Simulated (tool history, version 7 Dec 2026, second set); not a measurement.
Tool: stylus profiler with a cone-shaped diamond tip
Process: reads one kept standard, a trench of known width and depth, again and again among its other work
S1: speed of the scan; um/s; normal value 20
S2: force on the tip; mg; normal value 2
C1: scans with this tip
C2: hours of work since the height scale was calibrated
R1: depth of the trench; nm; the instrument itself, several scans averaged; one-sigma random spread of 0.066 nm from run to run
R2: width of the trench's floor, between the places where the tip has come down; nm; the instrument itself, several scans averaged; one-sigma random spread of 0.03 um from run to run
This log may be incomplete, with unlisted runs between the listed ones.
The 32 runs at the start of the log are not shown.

run,day,S1,S2,C1,C2,R1,R2
33,117.033,49,1.47,18751,1450,202.37,48060
34,120.521,24,2,19337,1496,202.76,48180
35,124.071,24,0.84,19935,1542,201.64,48130
36,127.296,25,4.88,20477,1584,205.25,48220
37,130.025,39,4.94,20935,1619,205.33,48160
# day 133.471: new tip fitted, height scale calibrated
38,134.812,14,1,225,17,201.76,48170
39,139.088,60,1.01,944,73,201.8,47990
40,142.671,60,1.01,1546,120,201.66,47950
41,145.412,60,1.01,2008,155,201.69,47970
42,148.092,7,2.9,2458,190,203.65,48210
43,150.488,23,3.35,2860,221,204.07,48210
44,154.112,23,3.35,3470,268,204.06,48260
45,159.162,23,3.35,4319,334,204.08,48200
46,164.158,20,0.95,5159,399,201.81,48190

Each row is a separate what-if for the run after 46, all from the same tool condition, not one after another. Results?
A,166.879,5,4,5617,434,?,?
B,166.879,16,1.23,5617,434,?,?
C,166.879,11,1.07,5617,434,?,?

run,R1,R2
A,204.64,48230
B,202.03,48190
C,201.81,48180
Without the tool's hidden state the same runs would have given:
run,R1,R2
A,204.64,48230
B,202.03,48200
C,201.81,48180
